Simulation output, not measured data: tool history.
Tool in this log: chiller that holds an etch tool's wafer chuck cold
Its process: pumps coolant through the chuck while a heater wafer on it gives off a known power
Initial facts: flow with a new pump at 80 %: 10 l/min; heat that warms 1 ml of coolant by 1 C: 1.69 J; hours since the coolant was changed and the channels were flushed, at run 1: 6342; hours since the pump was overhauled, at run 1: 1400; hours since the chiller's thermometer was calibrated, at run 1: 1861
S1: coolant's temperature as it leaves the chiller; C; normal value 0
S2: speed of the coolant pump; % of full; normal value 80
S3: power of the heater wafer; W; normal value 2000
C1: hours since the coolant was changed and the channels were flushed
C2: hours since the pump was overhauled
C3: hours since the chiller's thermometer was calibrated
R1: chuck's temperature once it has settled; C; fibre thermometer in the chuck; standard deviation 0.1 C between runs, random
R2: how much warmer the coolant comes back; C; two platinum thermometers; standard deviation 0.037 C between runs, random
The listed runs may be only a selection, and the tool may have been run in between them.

run 1 hour=0.0 | S1=0 S2=80 S3=2000 | C1=6342 C2=1400 C3=1861 | R1=15.9 R2=7.24
run 2 hour=67.8 | S1=0 S2=80 S3=1277 | C1=6409 C2=1467 C3=1929 | R1=10.4 R2=4.59
run 3 hour=108.4 | S1=0 S2=80 S3=1277 | C1=6450 C2=1508 C3=1970 | R1=10.4 R2=4.68
run 4 hour=144.3 | S1=0 S2=80 S3=1277 | C1=6486 C2=1544 C3=2006 | R1=10.4 R2=4.62
run 5 hour=194.3 | S1=0 S2=80 S3=1277 | C1=6536 C2=1594 C3=2056 | R1=10.5 R2=4.57
run 6 hour=264.3 | S1=0 S2=80 S3=1277 | C1=6606 C2=1664 C3=2126 | R1=10.3 R2=4.58
run 7 hour=317.1 | S1=0 S2=80 S3=1277 | C1=6659 C2=1717 C3=2179 | R1=10.3 R2=4.59
run 8 hour=365.8 | S1=0 S2=80 S3=1067 | C1=6707 C2=1765 C3=2227 | R1=8.6 R2=3.87
run 9 hour=396.5 | S1=0 S2=80 S3=1067 | C1=6738 C2=1796 C3=2258 | R1=8.6 R2=3.95
run 10 hour=464.1 | S1=0 S2=80 S3=1067 | C1=6806 C2=1864 C3=2326 | R1=8.7 R2=3.84
run 11 hour=513.8 | S1=0 S2=67 S3=2000 | C1=6855 C2=1913 C3=2375 | R1=18.7 R2=8.60
run 12 hour=583.4 | S1=0 S2=67 S3=2000 | C1=6925 C2=1983 C3=2445 | R1=18.8 R2=8.64
run 13 hour=622.0 | S1=0 S2=67 S3=2000 | C1=6963 C2=2022 C3=2483 | R1=18.8 R2=8.58
run 14 hour=680.7 | S1=0 S2=71 S3=2000 | C1=7022 C2=2080 C3=2542 | R1=18.1 R2=8.12
run 15 hour=729.6 | S1=0 S2=71 S3=2000 | C1=7071 C2=2129 C3=2591 | R1=18.1 R2=8.14
run 16 hour=790.0 | S1=10 S2=95 S3=1188 | C1=7131 C2=2190 C3=2651 | R1=18.4 R2=3.73
run 17 hour=851.2 | S1=10 S2=91 S3=1399 | C1=7193 C2=2251 C3=2713 | R1=20.5 R2=4.53
run 18 hour=904.2 | S1=10 S2=91 S3=1399 | C1=7246 C2=2304 C3=2766 | R1=20.5 R2=4.51
-- hour=909.0 chiller's thermometer calibrated
run 19 hour=944.2 | S1=10 S2=91 S3=1399 | C1=7285 C2=2343 C3=35 | R1=20.8 R2=4.47
run 20 hour=1013.6 | S1=-8 S2=80 S3=2311 | C1=7354 C2=2412 C3=105 | R1=10.9 R2=8.47
run 21 hour=1065.8 | S1=-8 S2=80 S3=2311 | C1=7406 C2=2464 C3=157 | R1=11.0 R2=8.37
run 22 hour=1110.3 | S1=-8 S2=80 S3=2311 | C1=7451 C2=2509 C3=201 | R1=11.2 R2=8.42
-- hour=1167.5 chiller's thermometer calibrated, once more
run 23 hour=1170.0 | S1=-8 S2=80 S3=2311 | C1=7509 C2=2568 C3=2 | R1=10.4 R2=8.44
run 24 hour=1200.4 | S1=-5 S2=90 S3=1653 | C1=7540 C2=2598 C3=33 | R1=7.0 R2=5.37
run 25 hour=1240.7 | S1=-5 S2=90 S3=1653 | C1=7580 C2=2638 C3=73 | R1=7.0 R2=5.40
run 26 hour=1273.8 | S1=-5 S2=80 S3=1955 | C1=7613 C2=2671 C3=106 | R1=10.9 R2=7.17
run 27 hour=1333.0 | S1=-5 S2=97 S3=1276 | C1=7672 C2=2731 C3=165 | R1=3.8 R2=3.88
run 28 hour=1389.9 | S1=0 S2=80 S3=2000 | C1=7729 C2=2788 C3=222 | R1=16.0 R2=7.35

5 options for the next run, each taken on its own from the tool as it stands now. Forecast them:
run A hour=1436.5 | S1=0 S2=82 S3=1048 | C1=7776 C2=2834 C3=269 | R1=? R2=?
run B hour=1436.5 | S1=7 S2=89 S3=1057 | C1=7776 C2=2834 C3=269 | R1=? R2=?
run C hour=1436.5 | S1=0 S2=66 S3=2000 | C1=7776 C2=2834 C3=269 | R1=? R2=?
run D hour=1436.5 | S1=-2 S2=75 S3=2068 | C1=7776 C2=2834 C3=269 | R1=? R2=?
run E hour=1436.5 | S1=0 S2=77 S3=2084 | C1=7776 C2=2834 C3=269 | R1=? R2=?

run=A R1=8.3 R2=3.79
run=B R1=14.8 R2=3.52
run=C R1=19.2 R2=8.87
run=D R1=15.7 R2=8.16
run=E R1=17.6 R2=7.93
What these runs would have given with no unlogged condition in the tool:
run=A R1=7.4 R2=3.66
run=B R1=13.9 R2=3.41
run=C R1=17.0 R2=8.57
run=D R1=13.7 R2=7.89
run=E R1=15.6 R2=7.67

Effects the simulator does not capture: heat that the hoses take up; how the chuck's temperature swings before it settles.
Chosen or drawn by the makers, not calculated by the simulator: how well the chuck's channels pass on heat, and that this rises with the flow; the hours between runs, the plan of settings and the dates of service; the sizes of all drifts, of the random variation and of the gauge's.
